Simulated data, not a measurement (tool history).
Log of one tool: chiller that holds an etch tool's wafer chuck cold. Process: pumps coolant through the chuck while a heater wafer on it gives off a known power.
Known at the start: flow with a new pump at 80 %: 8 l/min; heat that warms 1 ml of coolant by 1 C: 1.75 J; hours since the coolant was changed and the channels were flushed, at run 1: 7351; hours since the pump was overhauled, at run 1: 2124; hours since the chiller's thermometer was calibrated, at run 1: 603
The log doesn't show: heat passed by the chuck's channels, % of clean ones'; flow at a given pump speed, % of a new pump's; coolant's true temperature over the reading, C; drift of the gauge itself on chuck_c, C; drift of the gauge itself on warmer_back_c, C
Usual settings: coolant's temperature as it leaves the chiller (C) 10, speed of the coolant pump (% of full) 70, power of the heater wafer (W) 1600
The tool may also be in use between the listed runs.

run    hour  coolant's temperature as it leaves the chiller (C)  speed of the coolant pump (% of full)  power of the heater wafer (W)  hours since the coolant was changed and the channels were flushed  hours since the pump was overhauled  hours since the chiller's thermometer was calibrated  chuck's temperature once it has settled (K)  how much warmer the coolant comes back (C)
  1     0.0                                                  10                                     70                           1600                                                               7351                                 2124                                                   603                                       307.75                                        7.97
  2   136.7                                                  10                                     70                           1600                                                               7488                                 2261                                                   740                                       307.75                                        8.05
  3   287.6                                                  10                                     70                           1600                                                               7639                                 2412                                                   891                                       307.95                                        8.01
  4   372.6                                                  10                                     82                           1600                                                               7724                                 2497                                                   976                                       305.05                                        6.92
  5   524.5                                                  10                                     82                           1600                                                               7876                                 2649                                                  1128                                       305.05                                        6.86
  6   616.6                                                  10                                     82                           1600                                                               7968                                 2741                                                  1220                                       305.15                                        6.80
  7   740.2                                                  10                                     70                           1600                                                               8091                                 2864                                                  1344                                       308.15                                        8.10
  8   907.2                                                  10                                     70                           1600                                                               8258                                 3031                                                  1511                                       308.45                                        8.11
      955.2  -- coolant changed, channels flushed
  9  1063.2                                                  10                                     70                           1600                                                                108                                 3181                                                  1661                                       304.55                                        8.07
 10  1171.2                                                  10                                     70                           1600                                                                216                                 3289                                                  1769                                       304.55                                        8.12
 11  1343.7                                                  10                                     70                           1600                                                                388                                 3462                                                  1941                                       304.55                                        8.07
 12  1451.9                                                  10                                     70                           1600                                                                497                                 3570                                                  2049                                       304.65                                        8.17
 13  1551.2                                                   1                                     70                           1600                                                                596                                 3670                                                  2149                                       295.75                                        8.08
 14  1722.7                                                  10                                     70                           1113                                                                768                                 3841                                                  2320                                       298.25                                        5.68
 15  1869.2                                                  10                                     70                           1113                                                                914                                 3987                                                  2467                                       298.35                                        5.66
 16  1961.2                                                  10                                     70                           1600                                                               1006                                 4080                                                  2559                                       304.95                                        8.16
 17  2134.8                                                  10                                     70                           1600                                                               1180                                 4253                                                  2732                                       304.95                                        8.13
 18  2291.2                                                   7                                     70                           1600                                                               1336                                 4410                                                  2889                                       302.05                                        8.18
 19  2435.1                                                  10                                     70                           1245                                                               1480                                 4553                                                  3032                                       300.45                                        6.34
 20  2602.4                                                   8                                     90                           1600                                                               1647                                 4721                                                  3200                                       299.25                                        6.40
     2616.4  -- chiller's thermometer calibrated
 21  2718.2                                                   8                                     90                           1600                                                               1762                                 4835                                                   102                                       299.15                                        6.43

Run 22 comes next. What will it give?
 22  2837.2                                                  14                                     90                           1995                                                               1881                                 4955                                                   221                                            ?                                           ?

chuck's temperature once it has settled (K): 309.85
how much warmer the coolant comes back (C): 8.02
Without the tool's hidden state the same run would have given chuck's temperature once it has settled (K) 308.25, how much warmer the coolant comes back (C) 7.61.
